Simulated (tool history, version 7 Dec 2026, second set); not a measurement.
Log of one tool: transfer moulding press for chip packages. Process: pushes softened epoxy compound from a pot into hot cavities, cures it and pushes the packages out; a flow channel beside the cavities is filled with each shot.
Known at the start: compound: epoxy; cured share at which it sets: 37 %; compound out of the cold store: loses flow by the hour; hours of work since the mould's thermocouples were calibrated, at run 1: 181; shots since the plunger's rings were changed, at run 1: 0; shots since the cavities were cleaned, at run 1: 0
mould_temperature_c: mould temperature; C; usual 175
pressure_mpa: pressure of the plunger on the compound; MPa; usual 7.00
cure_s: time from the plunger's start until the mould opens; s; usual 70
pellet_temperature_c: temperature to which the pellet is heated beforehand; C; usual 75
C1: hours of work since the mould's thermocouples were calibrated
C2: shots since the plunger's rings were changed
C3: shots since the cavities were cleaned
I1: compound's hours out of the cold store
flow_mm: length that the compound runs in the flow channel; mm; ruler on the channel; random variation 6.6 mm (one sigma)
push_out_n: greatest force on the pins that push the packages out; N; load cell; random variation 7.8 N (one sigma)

Run 1, day 0.000: usual settings; C1 181; C2 0; C3 0; I1 28.3. Result: flow_mm 960 mm, push_out_n 352 N.
Run 2, day 0.712: usual settings; C1 188; C2 159; C3 159; I1 46.6. Result: flow_mm 865 mm, push_out_n 393 N.
Run 3, day 1.583: usual settings; C1 197; C2 353; C3 353; I1 8.1. Result: flow_mm 1061 mm, push_out_n 521 N.
At day 2.375: cavities cleaned with cleaning compound and waxed.
Run 4, day 2.621: usual settings but pellet_temperature_c 67 C; C1 207; C2 571; C3 55; I1 26.3. Result: flow_mm 965 mm, push_out_n 388 N.
Run 5, day 3.342: usual settings but pellet_temperature_c 67 C; C1 215; C2 732; C3 216; I1 24.2. Result: flow_mm 963 mm, push_out_n 465 N.
Run 6, day 3.788: usual settings; C1 219; C2 831; C3 315; I1 24.2. Result: flow_mm 968 mm, push_out_n 452 N.
Run 7, day 4.646: usual settings; C1 228; C2 1023; C3 507; I1 19.2. Result: flow_mm 989 mm, push_out_n 479 N.
At day 4.783: cavities cleaned with cleaning compound and waxed.
Run 8, day 5.312: usual settings; C1 235; C2 1158; C3 118; I1 18.3. Result: flow_mm 993 mm, push_out_n 420 N.
Run 9, day 6.283: usual settings; C1 245; C2 1375; C3 335; I1 35.2. Result: flow_mm 897 mm, push_out_n 453 N.
At day 7.133: cavities cleaned with cleaning compound and waxed.
Run 10, day 7.275: usual settings but cure_s 66 s, pellet_temperature_c 66 C; C1 254; C2 1583; C3 32; I1 13.6. Result: flow_mm 1025 mm, push_out_n 479 N.
Run 11, day 8.262: usual settings but cure_s 66 s, pellet_temperature_c 66 C; C1 265; C2 1803; C3 252; I1 39.9. Result: flow_mm 884 mm, push_out_n 502 N.
Run 12, day 9.138: usual settings but cure_s 66 s, pellet_temperature_c 66 C; C1 274; C2 1998; C3 447; I1 32.2. Result: flow_mm 910 mm, push_out_n 580 N.
At day 9.525: cavities cleaned with cleaning compound and waxed.
Run 13, day 9.888: usual settings but mould_temperature_c 173 C, pressure_mpa 7.14 MPa, cure_s 66 s, pellet_temperature_c 66 C; C1 281; C2 2152; C3 81; I1 47.5. Result: flow_mm 846 mm, push_out_n 504 N.
Run 14, day 10.521: usual settings but mould_temperature_c 173 C, pressure_mpa 7.14 MPa, cure_s 66 s, pellet_temperature_c 66 C; C1 287; C2 2293; C3 222; I1 15.7. Result: flow_mm 1022 mm, push_out_n 653 N.
Run 15, day 11.262: usual settings but mould_temperature_c 178 C, pressure_mpa 7.14 MPa, cure_s 66 s, pellet_temperature_c 73 C; C1 295; C2 2459; C3 388; I1 14.0. Result: flow_mm 1002 mm, push_out_n 460 N.
Run 16, day 11.692: usual settings but pressure_mpa 6.53 MPa; C1 299; C2 2554; C3 483; I1 11.4. Result: flow_mm 992 mm, push_out_n 521 N.
At day 11.896: cavities cleaned with cleaning compound and waxed.
Run 17, day 12.154: usual settings but pressure_mpa 8.43 MPa, pellet_temperature_c 76 C; C1 304; C2 2644; C3 58; I1 46.8. Result: flow_mm 929 mm, push_out_n 350 N.
Run 18, day 12.733: usual settings but pressure_mpa 8.43 MPa, pellet_temperature_c 76 C; C1 310; C2 2774; C3 188; I1 22.4. Result: flow_mm 1052 mm, push_out_n 429 N.

3 ways to go on from here, each from the tool as it stands after run 18. What would each give?
Run A, day 13.704: usual settings but mould_temperature_c 177 C, pressure_mpa 8.43 MPa, pellet_temperature_c 76 C; C1 320; C2 2990; C3 404; I1 31.5. Result: flow_mm ?, push_out_n ?.
Run B, day 13.704: usual settings but pellet_temperature_c 81 C; C1 320; C2 2990; C3 404; I1 17.4. Result: flow_mm ?, push_out_n ?.
Run C, day 13.704: usual settings but mould_temperature_c 181 C, pressure_mpa 8.43 MPa, pellet_temperature_c 83 C; C1 320; C2 2990; C3 404; I1 32.8. Result: flow_mm ?, push_out_n ?.

run  flow_mm  push_out_n
  A      981         388
  B      985         457
  C      964         337
Without the tool's hidden state the same runs would have given:
run  flow_mm  push_out_n
  A     1016         299
  B     1020         354
  C      999         256
